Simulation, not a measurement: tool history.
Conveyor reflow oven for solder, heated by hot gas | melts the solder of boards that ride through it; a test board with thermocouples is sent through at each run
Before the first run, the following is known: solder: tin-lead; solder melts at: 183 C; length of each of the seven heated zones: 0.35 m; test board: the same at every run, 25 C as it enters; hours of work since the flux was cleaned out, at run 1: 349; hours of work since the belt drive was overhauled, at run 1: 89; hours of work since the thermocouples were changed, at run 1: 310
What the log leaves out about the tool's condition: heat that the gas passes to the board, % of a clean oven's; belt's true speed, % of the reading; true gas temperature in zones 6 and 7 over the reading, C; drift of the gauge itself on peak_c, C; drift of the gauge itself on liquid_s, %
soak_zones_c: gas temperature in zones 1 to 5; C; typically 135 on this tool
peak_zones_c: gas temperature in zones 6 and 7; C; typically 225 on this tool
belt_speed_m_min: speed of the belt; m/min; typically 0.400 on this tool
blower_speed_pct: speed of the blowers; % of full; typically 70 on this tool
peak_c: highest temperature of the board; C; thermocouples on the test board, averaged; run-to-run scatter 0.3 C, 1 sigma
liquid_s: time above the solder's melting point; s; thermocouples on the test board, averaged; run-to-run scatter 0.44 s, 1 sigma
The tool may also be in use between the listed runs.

run,hour,soak_zones_c,peak_zones_c,belt_speed_m_min,blower_speed_pct,hours of work since the flux was cleaned out,hours of work since the belt drive was overhauled,hours of work since the thermocouples were changed,peak_c,liquid_s
1,0.0,135,225,0.400,70,349,89,310,207.2,64.3
2,8.6,135,225,0.400,70,354,94,316,207.7,64.1
3,19.3,135,225,0.400,70,360,101,322,207.3,64.1
4,27.8,121,225,0.400,70,365,106,327,204.5,54.4
# hour 34.1: flux residue cleaned out of gas plates and filters
5,43.7,121,225,0.400,70,6,112,334,201.5,49.6
6,50.0,135,225,0.400,70,9,116,337,204.8,59.7
7,56.5,135,225,0.400,70,13,120,341,204.7,59.9
8,68.6,135,225,0.400,70,21,127,348,204.6,59.8
9,82.6,135,217,0.400,70,29,135,357,198.5,47.9
10,88.6,135,225,0.400,70,32,139,360,204.9,59.3
11,102.5,135,225,0.400,66,41,147,369,204.5,59.1
# hour 110.6: flux residue cleaned out of gas plates and filters, once more
12,115.0,135,225,0.400,66,3,152,373,209.5,68.9
13,123.3,135,225,0.400,57,8,157,378,207.7,65.2
14,129.5,135,225,0.400,70,11,160,382,209.8,70.0
15,137.9,135,225,0.400,70,16,165,387,210.3,69.0
16,143.8,135,220,0.400,70,20,169,390,205.2,63.4
17,150.2,138,235,0.400,82,24,173,394,220.9,83.4
18,156.5,140,221,0.345,69,27,176,398,210.1,86.6
19,169.0,139,228,0.406,75,35,184,405,213.4,75.0
20,177.5,139,228,0.406,75,40,189,410,213.5,73.6
21,185.3,139,228,0.406,75,45,194,415,213.3,73.3
22,199.5,135,225,0.400,61,53,202,423,208.2,66.2
23,209.1,135,225,0.400,61,59,208,429,207.5,66.1
24,221.2,136,220,0.350,75,66,215,436,208.8,81.4
25,231.1,129,222,0.453,68,72,221,442,201.3,45.7
26,237.5,129,222,0.453,68,76,225,446,201.4,45.7
27,243.5,129,222,0.453,68,79,228,450,201.5,45.5
28,255.1,135,226,0.464,54,86,235,456,201.7,45.8
29,267.2,135,214,0.464,54,93,242,464,193.4,28.9
30,277.1,135,214,0.464,54,99,248,470,192.8,29.0

What if the next run were any one of these 5? Each begins from the tool's condition after run 30:
A,291.7,134,214,0.425,54,108,257,478,?,?
B,291.7,135,227,0.453,89,108,257,478,?,?
C,291.7,146,214,0.464,54,108,257,478,?,?
D,291.7,146,234,0.400,70,108,257,478,?,?
E,291.7,137,219,0.464,54,108,257,478,?,?

run,peak_c,liquid_s
A,194.8,38.6
B,209.4,60.2
C,195.3,38.3
D,218.5,85.2
E,197.1,38.1
What these runs would have given with no unlogged condition in the tool:
run,peak_c,liquid_s
A,196.6,42.9
B,211.5,62.8
C,197.1,42.3
D,220.5,87.1
E,199.0,41.8
